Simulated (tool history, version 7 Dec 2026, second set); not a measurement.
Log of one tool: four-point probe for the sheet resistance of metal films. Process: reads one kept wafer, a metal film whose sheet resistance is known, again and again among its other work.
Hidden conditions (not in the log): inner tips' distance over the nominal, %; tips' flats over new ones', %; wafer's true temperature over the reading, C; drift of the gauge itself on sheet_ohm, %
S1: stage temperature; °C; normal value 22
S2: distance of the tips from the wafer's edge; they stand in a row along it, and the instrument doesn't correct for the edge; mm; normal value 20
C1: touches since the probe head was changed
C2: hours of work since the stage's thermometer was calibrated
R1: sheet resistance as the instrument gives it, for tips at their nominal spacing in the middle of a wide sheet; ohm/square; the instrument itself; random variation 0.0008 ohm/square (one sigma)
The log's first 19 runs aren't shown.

run 20 hour=255.7 | S1=22 S2=20 | C1=27345 C2=394 | R1=3.981616
run 21 hour=271 | S1=22 S2=20 | C1=27767 C2=402 | R1=3.979084
run 22 hour=285.6 | S1=19 S2=5 | C1=28170 C2=409 | R1=4.06331
run 23 hour=298.9 | S1=28 S2=6 | C1=28539 C2=416 | R1=4.022166
run 24 hour=317 | S1=26 S2=6 | C1=29037 C2=425 | R1=4.025134
run 25 hour=332.8 | S1=26 S2=6 | C1=29475 C2=433 | R1=4.026863
run 26 hour=342.5 | S1=26 S2=6 | C1=29742 C2=438 | R1=4.027065
run 27 hour=354.3 | S1=26 S2=6 | C1=30068 C2=444 | R1=4.02502
run 28 hour=370.7 | S1=26 S2=6 | C1=30519 C2=452 | R1=4.025332
run 29 hour=387.2 | S1=31 S2=24 | C1=30977 C2=460 | R1=3.962495
run 30 hour=398.5 | S1=27 S2=24 | C1=31287 C2=466 | R1=3.968145
run 31 hour=411.3 | S1=19 S2=28 | C1=31640 C2=472 | R1=3.983727
run 32 hour=419.3 | S1=33 S2=20 | C1=31862 C2=476 | R1=3.959934
run 33 hour=435 | S1=33 S2=20 | C1=32295 C2=484 | R1=3.959729
run 34 hour=443.3 | S1=30 S2=3 | C1=32524 C2=488 | R1=4.181907
run 35 hour=454.2 | S1=34 S2=4 | C1=32825 C2=494 | R1=4.080808
run 36 hour=471.9 | S1=24 S2=20 | C1=33315 C2=503 | R1=3.976702
run 37 hour=490.3 | S1=19 S2=27 | C1=33821 C2=512 | R1=3.984849
run 38 hour=508.1 | S1=23 S2=3 | C1=34313 C2=521 | R1=4.195899
run 39 hour=517.1 | S1=26 S2=7 | C1=34561 C2=525 | R1=4.009111
run 40 hour=530 | S1=35 S2=44 | C1=34918 C2=532 | R1=3.951183
run 41 hour=540.4 | S1=35 S2=44 | C1=35205 C2=537 | R1=3.950093

What if the next run were any one of these 3? Each begins from the tool's condition after run 41:
run A hour=552 | S1=22 S2=10 | C1=35524 C2=543 | R1=?
run B hour=552 | S1=25 S2=28 | C1=35524 C2=543 | R1=?
run C hour=552 | S1=20 S2=17 | C1=35524 C2=543 | R1=?

run=A R1=3.995583
run=B R1=3.97099
run=C R1=3.986005
Stripped of hidden state, with their random variation kept, the same runs would have yielded:
run=A R1=3.995456
run=B R1=3.970862
run=C R1=3.985878

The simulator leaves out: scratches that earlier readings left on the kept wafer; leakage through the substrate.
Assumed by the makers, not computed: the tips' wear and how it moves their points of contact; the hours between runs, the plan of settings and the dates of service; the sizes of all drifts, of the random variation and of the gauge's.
